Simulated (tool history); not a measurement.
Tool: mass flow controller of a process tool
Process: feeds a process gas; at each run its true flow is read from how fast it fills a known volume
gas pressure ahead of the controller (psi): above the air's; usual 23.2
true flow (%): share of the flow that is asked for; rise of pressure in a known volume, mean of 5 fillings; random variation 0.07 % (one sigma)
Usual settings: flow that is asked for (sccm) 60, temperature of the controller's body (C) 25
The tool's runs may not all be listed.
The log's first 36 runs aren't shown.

run     hour  flow that is asked for (sccm)  gas pressure ahead of the controller (psi)  temperature of the controller's body (C)  true flow (%)
 37   8273.6                             31                                        22.6                                        35          96.39
 38   8573.4                             31                                        22.6                                        35          96.38
 39   8850.7                             31                                        22.6                                        35          96.25
 40   9021.1                             12                                        22.3                                        22          96.20
 41   9188.6                             12                                        22.3                                        22          96.14
 42   9403.9                             12                                        22.3                                        22          95.86
 43   9688.6                             90                                        33.2                                        38          97.67
 44   9871.8                             90                                        33.2                                        38          97.69
 45  10171.7                             27                                        20.9                                        21          96.73
 46  10367.0                             21                                        23.9                                        25          96.25
 47  10519.8                             58                                        36.0                                        25          98.02

Forecast each of these 4 alternatives for the next run:
  A  10683.0                             78                                        36.0                                        25              ?
  B  10683.0                             12                                        38.9                                        37              ?
  C  10683.0                             12                                        22.6                                        25              ?
  D  10683.0                             10                                        29.3                                        40              ?

run  true flow (%)
  A          98.53
  B          95.02
  C          95.02
  D          93.96
Without the tool's hidden state the same runs would have given:
run  true flow (%)
  A         100.04
  B          98.17
  C          98.17
  D          97.50
